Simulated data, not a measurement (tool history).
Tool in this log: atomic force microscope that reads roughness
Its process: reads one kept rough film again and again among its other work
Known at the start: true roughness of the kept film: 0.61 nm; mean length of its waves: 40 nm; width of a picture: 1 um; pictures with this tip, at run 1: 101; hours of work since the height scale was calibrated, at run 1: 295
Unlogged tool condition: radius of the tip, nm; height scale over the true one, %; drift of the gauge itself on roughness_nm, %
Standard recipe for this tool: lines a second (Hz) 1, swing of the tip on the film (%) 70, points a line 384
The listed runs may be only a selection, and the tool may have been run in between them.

run	hour	lines a second (Hz)	swing of the tip on the film (%)	points a line	pictures with this tip	hours of work since the height scale was calibrated	roughness of the kept film (nm (root mean square))
1	0	1	70	384	101	295	0.571
2	12.6	1	70	641	125	302	0.571
3	29.7	1	70	641	158	312	0.572
# hour 32.1: new tip fitted
4	51.4	1	70	641	37	324	0.575
5	68.7	1.1	70	641	71	334	0.571
6	90.8	1	70	384	114	346	0.571
7	109.8	1	70	384	150	357	0.568
# hour 115.4: new tip fitted
8	122.4	1.3	70	541	14	364	0.564
9	138.2	1.3	70	541	44	373	0.565
10	162.6	0.77	56	384	92	387	0.588
11	173.4	0.67	62	269	112	393	0.586
12	192.5	2.6	72	721	149	403	0.527
# hour 198.9: new tip fitted
13	209.7	2.58	66	580	21	413	0.547

Branching from run 13: 3 alternative next runs. What would each branch give?
A	223	0.93	64	493	46	420	?
B	223	1.22	64	384	46	420	?
C	223	2.39	70	384	46	420	?

run	roughness of the kept film (nm (root mean square))
A	0.58
B	0.574
C	0.535
With the hidden condition removed and each run's random variation left untouched, the same runs would have given:
run	roughness of the kept film (nm (root mean square))
A	0.58
B	0.574
C	0.536
